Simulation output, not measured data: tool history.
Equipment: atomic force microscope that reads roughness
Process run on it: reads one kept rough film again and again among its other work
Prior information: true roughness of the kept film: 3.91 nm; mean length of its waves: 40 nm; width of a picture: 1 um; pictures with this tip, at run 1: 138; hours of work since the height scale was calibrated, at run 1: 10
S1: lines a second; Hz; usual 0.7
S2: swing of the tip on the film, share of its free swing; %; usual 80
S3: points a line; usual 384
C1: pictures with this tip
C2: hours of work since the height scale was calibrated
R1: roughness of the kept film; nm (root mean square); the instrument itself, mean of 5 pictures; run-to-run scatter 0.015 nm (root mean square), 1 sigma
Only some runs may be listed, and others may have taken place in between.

Run 1, hour 0: usual settings; C1 138; C2 10. Result: R1 3.037 nm (root mean square).
Run 2, hour 5.1: usual settings; C1 146; C2 14. Result: R1 3.028 nm (root mean square).
At hour 8.8: new tip fitted.
Run 3, hour 13.9: usual settings; C1 7; C2 20. Result: R1 3.462 nm (root mean square).
Run 4, hour 23.6: usual settings; C1 22; C2 27. Result: R1 3.425 nm (root mean square).
Run 5, hour 34.1: usual settings; C1 39; C2 35. Result: R1 3.334 nm (root mean square).
Run 6, hour 39.4: usual settings; C1 47; C2 39. Result: R1 3.317 nm (root mean square).
Run 7, hour 46.8: usual settings; C1 58; C2 44. Result: R1 3.299 nm (root mean square).
Run 8, hour 56.3: usual settings; C1 73; C2 51. Result: R1 3.244 nm (root mean square).
Run 9, hour 66.1: usual settings; C1 88; C2 59. Result: R1 3.172 nm (root mean square).
Run 10, hour 70.6: usual settings; C1 95; C2 62. Result: R1 3.17 nm (root mean square).
Run 11, hour 78.6: usual settings but S1 1.42 Hz, S2 85 %, S3 283; C1 108; C2 68. Result: R1 2.91 nm (root mean square).
Run 12, hour 84: usual settings but S1 0.638 Hz, S2 86 %; C1 116; C2 72. Result: R1 3.045 nm (root mean square).
Run 13, hour 91.1: usual settings but S1 3.506 Hz, S2 70 %; C1 127; C2 77. Result: R1 2.86 nm (root mean square).
Run 14, hour 96.4: usual settings but S1 3.506 Hz, S2 70 %; C1 135; C2 81. Result: R1 2.835 nm (root mean square).
Run 15, hour 105: usual settings but S1 3.506 Hz, S2 59 %, S3 364; C1 149; C2 87. Result: R1 2.946 nm (root mean square).
At hour 106.8: new tip fitted.
Run 16, hour 111.6: usual settings but S1 1.052 Hz, S2 73 %; C1 7; C2 92. Result: R1 3.43 nm (root mean square).
Run 17, hour 116.8: usual settings but S1 1.052 Hz, S2 76 %; C1 15; C2 96. Result: R1 3.41 nm (root mean square).
Run 18, hour 122.2: usual settings but S1 3.937 Hz, S2 89 %, S3 473; C1 23; C2 100. Result: R1 2.604 nm (root mean square).
Run 19, hour 128.7: usual settings but S1 3.937 Hz, S2 89 %, S3 473; C1 34; C2 105. Result: R1 2.565 nm (root mean square).

For each entry between runs, how does the tool's hidden state at the last listed run before it compare with that at the first listed run after it?
After run 2, before run 3: new tip fitted (hour 8.8)
  radius of the tip, nm: 24.2 -> 7.9; height scale over the true one, %: -0.06 -> -0.07
  what was measured, less what the result would be without the hidden state, R1: -0.473 -> -0.03 nm (root mean square)
After run 15, before run 16: new tip fitted (hour 106.8)
  radius of the tip, nm: 25.1 -> 8.2; height scale over the true one, %: -0.14 -> -0.15
  what was measured, less what the result would be without the hidden state, R1: -0.488 -> -0.043 nm (root mean square)

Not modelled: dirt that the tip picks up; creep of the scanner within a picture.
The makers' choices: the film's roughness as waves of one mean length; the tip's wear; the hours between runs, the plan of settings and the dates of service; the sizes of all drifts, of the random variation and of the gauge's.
